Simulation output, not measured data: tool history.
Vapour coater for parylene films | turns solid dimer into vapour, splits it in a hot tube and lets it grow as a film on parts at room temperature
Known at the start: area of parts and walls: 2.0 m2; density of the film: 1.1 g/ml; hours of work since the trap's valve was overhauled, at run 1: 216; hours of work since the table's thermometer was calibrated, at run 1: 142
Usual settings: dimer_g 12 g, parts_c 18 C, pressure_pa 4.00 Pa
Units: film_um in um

run     day  dimer_g  parts_c  pressure_pa  hours of work since the trap's valve was overhauled  hours of work since the table's thermometer was calibrated  film_um
  1   0.000       12       18         4.00                                                  216                                                         142     3.05
  2   0.812       12       18         4.00                                                  226                                                         152     3.06
  3   1.458       12       20         4.00                                                  234                                                         160     2.79
  4   2.225       12       20         4.00                                                  243                                                         169     2.77
  5   3.033       12       18         4.00                                                  254                                                         179     3.03
  6   3.717       12       18         4.00                                                  262                                                         188     3.03
  7   4.538       12       25         4.00                                                  272                                                         198     2.22
  8   5.154       12       25         4.00                                                  280                                                         206     2.20
  9   5.525       12       18         4.00                                                  285                                                         210     2.98
 10   5.996       12       18         4.00                                                  290                                                         216     2.98
 11   6.867       12       18         4.00                                                  301                                                         227     2.99
 12   7.688       12       18         4.00                                                  311                                                         237     2.97
 13   8.538       12       18         4.00                                                  322                                                         248     2.93
 14   9.008       12       18         4.00                                                  328                                                         254     2.92
 15   9.442       12       18         5.10                                                  333                                                         259     2.87
 16  10.042       12       18         4.00                                                  341                                                         267     2.93
 17  10.512       12       18         4.00                                                  347                                                         272     2.92
 18  11.046       12       18         4.00                                                  353                                                         279     2.90
     11.321  -- trap's valve overhauled
 19  11.996       12       18         4.00                                                    8                                                         289     3.35
 20  12.371       12       18         4.00                                                   13                                                         294     3.39
 21  12.775       12       18         4.00                                                   18                                                         299     3.35
 22  13.229       12       14         9.88                                                   24                                                         304     3.81
 23  13.933        6       18         4.23                                                   33                                                         313     1.68
 24  14.454        6       18         4.23                                                   39                                                         319     1.65
 25  14.975       17       26         4.68                                                   46                                                         326     3.29
 26  15.750       17       26         4.68                                                   55                                                         336     3.30
 27  16.350       12       22         7.41                                                   63                                                         343     2.70
 28  17.217       12       22         7.41                                                   73                                                         354     2.70
 29  17.858       15       13         4.15                                                   81                                                         362     5.06
 30  18.646       14       18         4.00                                                   91                                                         372     3.82
 31  19.000       14       18         4.00                                                   96                                                         376     3.82
 32  19.442       14       14         2.39                                                  101                                                         382     4.60
 33  19.971       14       14         2.39                                                  108                                                         388     4.60
 34  20.600       14       14         2.39                                                  116                                                         396     4.58
 35  21.400       14       16         3.66                                                  126                                                         406     4.14
 36  21.771       17       15         4.85                                                  130                                                         411     5.09
 37  22.625       12       18         2.32                                                  141                                                         421     3.29
 38  23.046        5       11         3.59                                                  146                                                         426     1.77
 39  23.604       14       28         4.02                                                  153                                                         433     2.40
 40  24.200       14       28         4.02                                                  160                                                         441     2.40
 41  24.875        8       18         5.45                                                  169                                                         449     2.07

Hidden state or all else? Some run-to-run changes of film_um, split into what the settings, what came in and random variation would give without the hidden state, and what is left for the hidden state (with any gauge scatter that isn't in both results):
The hidden state here: vapour lost through the trap's worn valve, %; true temperature of the parts over the reading, C; drift of the gauge itself on film_um, %.
Run 6 -> 7: parts_c 18 -> 25. film_um -0.81 um: hidden state +0.08, all else -0.89.
Run 8 -> 9: parts_c 25 -> 18. film_um +0.78 um: hidden state -0.10, all else +0.88.
Run 18 -> 19: trap's valve overhauled. film_um +0.45 um: hidden state +0.47, all else -0.02.
Run 22 -> 23: dimer_g 12 -> 6, parts_c 14 -> 18, pressure_pa 9.88 -> 4.23. film_um -2.13 um: hidden state +0.01, all else -2.14.
Run 28 -> 29: dimer_g 12 -> 15, parts_c 22 -> 13, pressure_pa 7.41 -> 4.15. film_um +2.36 um: hidden state -0.07, all else +2.43.
Run 36 -> 37: dimer_g 17 -> 12, parts_c 15 -> 18, pressure_pa 4.85 -> 2.32. film_um -1.80 um: hidden state +0.07, all else -1.87.
